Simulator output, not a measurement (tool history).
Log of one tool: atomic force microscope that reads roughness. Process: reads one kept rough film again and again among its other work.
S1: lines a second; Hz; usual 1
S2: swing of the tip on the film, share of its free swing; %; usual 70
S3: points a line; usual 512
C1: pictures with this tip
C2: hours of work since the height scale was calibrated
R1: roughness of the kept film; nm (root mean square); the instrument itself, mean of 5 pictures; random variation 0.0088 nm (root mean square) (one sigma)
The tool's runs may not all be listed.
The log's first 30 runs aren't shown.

run    hour    S1  S2    S3   C1   C2     R1
 31  1130.2  2.62  88   739  244  713  1.507
       1149  -- new tip fitted
 32    1155  2.62  88   739    8  727  1.661
 33  1203.2  0.59  64  1017   75  754  1.915
 34    1235  1.25  70   474  119  772  1.817
 35  1287.3   2.7  81   649  192  802  1.609
 36  1333.3  0.74  76   512  256  828  1.756
     1341.7  -- new tip fitted
 37  1379.6  0.74  76   512   53  854  1.878
 38  1425.8     1  65   858  117  880  1.872

3 ways to go on from here, each from the tool as it stands after run 38. What would each give?
  A  1472.9  2.51  82  858  183  907   ?
  B  1472.9  0.71  76  590  183  907   ?
  C  1472.9     1  70  827  183  907   ?

run     R1
  A  1.625
  B  1.796
  C  1.799
Without the tool's hidden state the same runs would have given:
run     R1
  A  1.781
  B   1.97
  C  1.972

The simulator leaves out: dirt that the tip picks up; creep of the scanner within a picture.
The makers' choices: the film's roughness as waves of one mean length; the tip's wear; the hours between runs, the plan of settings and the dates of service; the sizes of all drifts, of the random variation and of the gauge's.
